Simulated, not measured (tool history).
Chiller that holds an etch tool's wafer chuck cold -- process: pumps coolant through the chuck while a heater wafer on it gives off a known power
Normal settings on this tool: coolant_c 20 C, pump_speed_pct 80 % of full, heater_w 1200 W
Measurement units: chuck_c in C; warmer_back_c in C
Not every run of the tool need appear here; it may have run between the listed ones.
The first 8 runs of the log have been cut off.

| run | hour | coolant_c | pump_speed_pct | heater_w | chuck_c | warmer_back_c |
|---|---|---|---|---|---|---|
| 9 | 884.9 | 20 | 80 | 1200 | 30.5 | 3.46 |
| 10 | 986.3 | 20 | 80 | 1200 | 30.6 | 3.43 |
| 11 | 1099.8 | 20 | 80 | 1200 | 30.7 | 3.44 |
| 12 | 1245.1 | 20 | 80 | 1200 | 30.7 | 3.48 |
| 13 | 1374 | 20 | 89 | 1200 | 29.7 | 3.13 |
| 14 | 1456.4 | 10 | 80 | 1200 | 20.6 | 3.47 |
| 15 | 1601.8 | 10 | 80 | 1200 | 21.1 | 3.5 |
| 16 | 1761.7 | 10 | 80 | 1200 | 20.9 | 3.49 |
| 17 | 1881.6 | 20 | 66 | 1277 | 34.2 | 4.69 |
| 18 | 1979.4 | 20 | 66 | 1277 | 34.1 | 4.7 |
| 19 | 2056.3 | 13 | 100 | 1200 | 21.7 | 2.82 |
| 20 | 2151.6 | 13 | 100 | 1200 | 21.9 | 2.77 |
| 21 | 2300.1 | 28 | 70 | 1344 | 42.3 | 4.67 |
| 22 | 2448.4 | 20 | 88 | 1289 | 31.1 | 3.4 |
| 23 | 2608.4 | 20 | 88 | 1289 | 31.2 | 3.51 |
| 24 | 2759.3 | 11 | 88 | 750 | 17.3 | 1.97 |
| 25 | 2860 | 11 | 88 | 750 | 17.3 | 2.05 |

Estimate the outcome of run 26 from the log above:
|  | 2912.8 | chiller's thermometer calibrated |
| 26 | 3010.8 | 11 | 88 | 750 | ? | ? |

chuck_c: 17.9 C
warmer_back_c: 2.05 C
Take away the tool's hidden state, keep the run-to-run variation as it was, and the same run would have given chuck_c 16.6 C, warmer_back_c 1.8 C.

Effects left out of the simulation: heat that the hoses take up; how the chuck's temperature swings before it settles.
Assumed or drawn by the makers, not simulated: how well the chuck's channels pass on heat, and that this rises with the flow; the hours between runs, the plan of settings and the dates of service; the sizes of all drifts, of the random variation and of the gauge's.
